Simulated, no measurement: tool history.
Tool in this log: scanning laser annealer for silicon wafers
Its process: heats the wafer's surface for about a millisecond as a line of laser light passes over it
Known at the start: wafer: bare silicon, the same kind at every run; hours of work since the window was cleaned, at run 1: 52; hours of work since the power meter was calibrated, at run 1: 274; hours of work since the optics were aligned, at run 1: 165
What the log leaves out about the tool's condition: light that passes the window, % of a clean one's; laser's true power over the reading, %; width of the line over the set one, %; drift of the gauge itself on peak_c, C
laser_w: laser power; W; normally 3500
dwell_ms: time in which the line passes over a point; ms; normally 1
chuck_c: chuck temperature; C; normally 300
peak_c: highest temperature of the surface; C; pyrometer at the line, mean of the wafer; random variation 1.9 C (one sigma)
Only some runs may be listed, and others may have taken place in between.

run,day,laser_w,dwell_ms,chuck_c,hours of work since the window was cleaned,hours of work since the power meter was calibrated,hours of work since the optics were aligned,peak_c
1,0,3500,1,300,52,274,165,1088
2,0.308,3500,1,300,55,277,168,1088
3,0.746,3500,1,286,60,282,172,1076
4,1.112,3500,0.98,286,64,285,176,1068
5,1.562,3500,1,328,68,290,181,1115
6,2.229,3500,1,328,75,297,188,1116
7,2.854,3500,1,300,82,304,195,1085
8,3.446,3275,1,300,88,310,201,1035
9,3.783,3500,1,300,92,314,205,1088
10,4.171,3500,1,300,96,318,209,1084
11,4.762,3150,1,300,102,324,215,1008
12,5.096,3500,1.03,300,106,328,219,1098
13,5.721,3500,1,308,112,334,225,1095
14,6.425,3500,1,279,120,342,233,1070
15,6.917,3500,1,279,125,347,238,1066
16,7.583,3500,1,279,132,354,245,1065
17,8.254,3500,1,279,139,361,252,1065
18,8.554,3500,1,279,142,364,255,1064
19,9.054,3500,1,279,148,370,260,1067
20,9.583,3138,1,279,153,375,266,984
21,10.121,3138,1,279,159,381,272,982
22,10.808,3435,1.01,299,166,388,279,1073
23,11.371,3795,1.12,300,172,394,285,1212
24,12.033,3795,1.12,300,179,401,292,1211
25,12.492,3401,0.95,297,184,406,297,1037
26,12.862,3401,0.9,275,188,410,301,993
27,13.379,3567,1,320,193,415,306,1122
28,13.746,3567,1,320,197,419,310,1119
29,14.154,3567,1,320,202,424,314,1119
30,14.504,3500,1.02,332,205,427,318,1125
31,14.896,3500,0.98,272,209,431,322,1051
32,15.225,3091,0.98,272,213,435,326,960
33,15.75,3091,0.98,325,218,440,331,1010
34,16.3,3091,0.98,325,224,446,337,1012
35,16.717,3500,0.85,295,229,451,342,1014
36,17.067,3500,0.85,295,232,454,345,1011
37,17.467,3639,0.98,301,237,459,350,1113
38,17.912,3446,0.82,320,241,463,354,1012
39,18.408,3500,1.21,300,247,469,360,1178
40,18.833,3584,1.21,268,251,473,364,1166
41,19.188,3725,0.85,301,255,477,368,1066
42,19.788,3500,1,300,261,483,374,1084

What if the next run were any one of these 3? Each begins from the tool's condition after run 42:
A,20.083,3296,0.91,335,264,486,377,?
B,20.083,3500,1,329,264,486,377,?
C,20.083,3500,1,300,264,486,377,?

run,peak_c
A,1036
B,1113
C,1087
With no hidden state in the tool, these same runs would have given:
run,peak_c
A,1036
B,1114
C,1087
